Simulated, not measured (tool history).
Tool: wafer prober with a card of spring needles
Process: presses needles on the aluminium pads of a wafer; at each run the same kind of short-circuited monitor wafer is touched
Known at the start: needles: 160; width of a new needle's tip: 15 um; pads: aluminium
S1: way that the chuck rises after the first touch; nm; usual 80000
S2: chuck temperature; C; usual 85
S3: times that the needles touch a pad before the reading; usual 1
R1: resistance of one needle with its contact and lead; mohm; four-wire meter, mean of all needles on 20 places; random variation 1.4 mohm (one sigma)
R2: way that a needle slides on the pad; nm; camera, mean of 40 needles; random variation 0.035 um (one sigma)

run,hour,S1,S2,S3,R1,R2
1,0.0,80000,85,1,131,12830
# hour 4.7: tips cleaned on abrasive film
2,6.3,80000,85,1,136,12860
# hour 9.4: tips cleaned on abrasive film
# hour 14.5: tips cleaned on abrasive film
3,15.7,80000,85,1,137,12850
# hour 18.9: tips cleaned on abrasive film
# hour 23.7: tips cleaned on abrasive film
4,24.3,80000,85,1,132,12790
# hour 28.5: tips cleaned on abrasive film
5,29.2,80000,85,1,132,12770
# hour 32.9: tips cleaned on abrasive film
# hour 37.6: tips cleaned on abrasive film
6,37.6,80000,85,1,123,12840
7,41.8,80000,85,1,158,12740
# hour 42.5: tips cleaned on abrasive film
# hour 47.4: tips cleaned on abrasive film
8,48.6,80000,85,1,137,12720
# hour 52.1: tips cleaned on abrasive film
9,53.7,97000,85,2,128,15560
# hour 56.9: tips cleaned on abrasive film
10,61.0,97000,85,2,136,15580
# hour 61.8: tips cleaned on abrasive film
# hour 66.3: tips cleaned on abrasive film
11,68.4,97000,42,2,123,15530
# hour 71.2: tips cleaned on abrasive film
12,75.4,78000,78,2,140,12350
# hour 76.2: tips cleaned on abrasive film
# hour 80.7: tips cleaned on abrasive film
13,81.7,94000,29,1,123,15000
# hour 85.6: tips cleaned on abrasive film
# hour 90.5: tips cleaned on abrasive film
14,91.7,94000,29,1,124,15060

3 ways to go on from here, each from the tool as it stands after run 14. What would each give?
# hour 93.8: height of the first contact set anew
# hour 95.3: tips cleaned on abrasive film
A,97.2,80000,85,1,?,?
# hour 93.8: height of the first contact set anew
# hour 95.3: tips cleaned on abrasive film
B,97.2,80000,33,1,?,?
# hour 93.8: height of the first contact set anew
# hour 95.3: tips cleaned on abrasive film
C,97.2,69000,80,1,?,?

run,R1,R2
A,138,13350
B,132,13340
C,149,11460
Without the tool's hidden state the same runs would have given:
run,R1,R2
A,118,13360
B,111,13350
C,122,11480
